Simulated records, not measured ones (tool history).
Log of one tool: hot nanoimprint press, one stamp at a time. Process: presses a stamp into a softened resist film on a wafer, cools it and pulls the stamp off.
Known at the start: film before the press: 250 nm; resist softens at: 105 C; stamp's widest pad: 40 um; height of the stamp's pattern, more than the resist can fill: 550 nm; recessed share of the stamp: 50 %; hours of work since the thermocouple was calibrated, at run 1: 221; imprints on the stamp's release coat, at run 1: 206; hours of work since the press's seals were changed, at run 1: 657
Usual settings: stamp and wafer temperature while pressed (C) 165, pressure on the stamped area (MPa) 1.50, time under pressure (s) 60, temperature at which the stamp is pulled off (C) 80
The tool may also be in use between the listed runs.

run   hour  stamp and wafer temperature while pressed (C)  pressure on the stamped area (MPa)  time under pressure (s)  temperature at which the stamp is pulled off (C)  hours of work since the thermocouple was calibrated  imprints on the stamp's release coat  hours of work since the press's seals were changed  resist left under the stamp's widest pad (Å)  greatest force while the stamp is pulled off (N)
  1    0.0                                            165                                1.50                       60                                                80                                                  221                                   206                                                 657                                          1190                                               210
  2   41.8                                            165                                1.50                       60                                                80                                                  250                                   403                                                 686                                          1188                                               207
      78.4  -- plate thermocouple calibrated
  3   79.4                                            165                                1.50                       94                                                80                                                    1                                   565                                                 709                                           990                                               220
  4   99.9                                            165                                1.50                       94                                                80                                                   15                                   661                                                 723                                           994                                               220
  5  125.9                                            165                                1.50                       94                                                80                                                   32                                   783                                                 741                                           991                                               225
  6  152.6                                            165                                1.50                       94                                                80                                                   51                                   908                                                 759                                           986                                               234
  7  198.6                                            165                                1.09                       60                                                80                                                   82                                  1124                                                 791                                          1340                                               236
     218.5  -- stamp cleaned and given a new release coat
  8  250.6                                            165                                1.87                       60                                                80                                                  113                                   150                                                 822                                          1038                                               200
     263.4  -- plate thermocouple calibrated, once more
  9  284.9                                            165                                1.50                       46                                                80                                                   15                                   297                                                 843                                          1348                                               210
 10  305.3                                            165                                1.50                       46                                                80                                                   29                                   392                                                 857                                          1344                                               212
 11  339.9                                            165                                1.50                       50                                                80                                                   52                                   555                                                 881                                          1305                                               219
 12  380.2                                            165                                2.16                       60                                                80                                                   80                                   743                                                 908                                          1032                                               227
 13  409.4                                            165                                1.50                       64                                                80                                                  100                                   880                                                 928                                          1195                                               231
 14  445.6                                            165                                2.22                       60                                                80                                                  124                                  1050                                                 953                                          1015                                               243
 15  471.9                                            165                                1.50                       60                                                80                                                  142                                  1173                                                 971                                          1216                                               242
     481.9  -- stamp cleaned and given a new release coat
 16  523.5                                            165                                1.50                       60                                                80                                                  173                                   195                                                1002                                          1213                                               204
 17  551.1                                            160                                1.37                       60                                                80                                                  192                                   324                                                1021                                          1457                                               210
 18  598.4                                            164                                1.15                       52                                                84                                                  224                                   546                                                1053                                          1457                                               211
 19  640.1                                            164                                1.15                       52                                                84                                                  253                                   742                                                1081                                          1445                                               214
     675.5  -- plate thermocouple calibrated
 20  682.1                                            164                                1.15                       52                                                84                                                    4                                   924                                                1108                                          1494                                               226
 21  718.0                                            164                                1.15                       52                                                72                                                   29                                  1093                                                1133                                          1491                                               256
     742.1  -- stamp cleaned and given a new release coat
 22  744.5                                            160                                1.84                      102                                                72                                                   43                                    11                                                1146                                          1101                                               217
 23  774.6                                            165                                1.50                       70                                                80                                                   63                                   152                                                1167                                          1175                                               201
 24  796.6                                            170                                1.50                       60                                                72                                                   78                                   255                                                1182                                          1066                                               226
 25  827.2                                            158                                2.01                      104                                                86                                                   99                                   399                                                1203                                          1111                                               200
 26  853.5                                            158                                1.90                       47                                                73                                                  117                                   522                                                1221                                          1479                                               231
 27  881.6                                            162                                0.91                       47                                                73                                                  136                                   654                                                1240                                          1732                                               231
 28  910.7                                            162                                2.25                       45                                                73                                                  156                                   790                                                1260                                          1241                                               239
 29  956.6                                            162                                1.27                       57                                                81                                                  188                                  1005                                                1291                                          1455                                               239

3 ways to go on from here, each from the tool as it stands after run 29. What would each give?
  A  983.6                                            165                                1.50                       60                                                73                                                  206                                  1132                                                1310                                             ?                                                 ?
  B  983.6                                            165                                1.50                       71                                                87                                                  206                                  1132                                                1310                                             ?                                                 ?
  C  983.6                                            165                                1.50                       60                                                68                                                  206                                  1132                                                1310                                             ?                                                 ?

run  resist left under the stamp's widest pad (Å)  greatest force while the stamp is pulled off (N)
  A                                          1222                                               253
  B                                          1150                                               228
  C                                          1218                                               266
Without the tool's hidden state the same runs would have given:
run  resist left under the stamp's widest pad (Å)  greatest force while the stamp is pulled off (N)
  A                                          1209                                               208
  B                                          1138                                               188
  C                                          1206                                               219
